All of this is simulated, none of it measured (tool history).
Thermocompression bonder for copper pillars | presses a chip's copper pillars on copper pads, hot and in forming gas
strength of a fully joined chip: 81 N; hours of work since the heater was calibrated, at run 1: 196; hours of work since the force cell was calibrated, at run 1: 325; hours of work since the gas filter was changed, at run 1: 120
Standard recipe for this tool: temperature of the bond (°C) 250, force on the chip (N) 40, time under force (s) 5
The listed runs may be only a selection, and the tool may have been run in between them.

run	hour	temperature of the bond (°C)	force on the chip (N)	time under force (s)	hours of work since the heater was calibrated	hours of work since the force cell was calibrated	hours of work since the gas filter was changed	force that shears a chip off (N)
1	0	250	40	5	196	325	120	59.1
# hour 2.2: forming gas filter changed
2	15.8	250	40	5	207	336	10	60.3
3	29.3	250	40	8	217	346	20	66.6
4	42.1	250	40	8	227	355	29	66.8
5	57.4	250	40	8	238	367	41	67.1
6	65.7	275	40	5	244	373	47	72.5
7	78.3	250	46	5	254	382	56	63.1
8	91.4	250	40	4	263	392	66	55.1
9	100	250	40	4	270	398	72	56
10	107.2	250	40	4	275	403	77	56
11	115.1	250	40	9	281	409	83	67.4
12	124	250	40	9	287	416	90	67.3
13	136.8	250	40	9	297	425	99	66.9
14	151.9	250	40	9	308	436	110	65.7
15	165.9	250	40	9	318	447	121	66.8
# hour 167.7: forming gas filter changed
16	178.8	250	40	9	327	456	8	66.4
17	188.7	250	40	9	334	463	15	68.6
18	198.9	250	40	5	342	471	23	59.2
19	213.1	250	40	5	352	481	33	58.5
20	224.8	250	40	5	361	490	42	61.4
21	239.3	250	40	5	372	500	53	59.5
22	252.8	250	44	5	382	510	63	63
23	261.6	250	44	5	388	517	69	61.4
24	268.8	238	52	13	393	522	74	69.3
25	275.4	238	52	13	398	527	79	71.1
26	283.7	238	52	13	405	533	86	72.3
27	294.9	233	34	7	413	541	94	48.7
28	308	264	25	5	422	551	103	58.6
29	319.2	252	27	4	431	559	112	48.9
# hour 333.2: forming gas filter changed
30	333.9	251	47	6	441	570	1	67.3
31	345.7	251	57	5	450	578	9	68.4
32	353.2	268	57	9	455	584	15	77.3
33	369.1	250	27	5	467	596	26	50.2
34	379.6	250	27	5	475	603	34	49.4
35	392.8	250	59	5	485	613	44	69.3
36	408.8	250	59	5	496	625	56	67.5
37	419.6	273	42	5	504	633	64	72.4
38	434.2	273	42	5	515	644	74	72.8
39	448.4	250	47	4	525	654	85	60.2
40	455.2	252	26	5	531	659	90	50.4

Predict each of these 4 candidate next runs independently; none follows another, all start after run 40:
A	469.5	247	40	5	541	670	100	?
B	469.5	239	40	5	541	670	100	?
C	469.5	252	33	5	541	670	100	?
D	469.5	220	31	11	541	670	100	?

run	force that shears a chip off (N)
A	57.5
B	51.8
C	56.2
D	41.9
Without the tool's hidden state the same runs would have given:
run	force that shears a chip off (N)
A	57.7
B	52.1
C	56.4
D	42.1
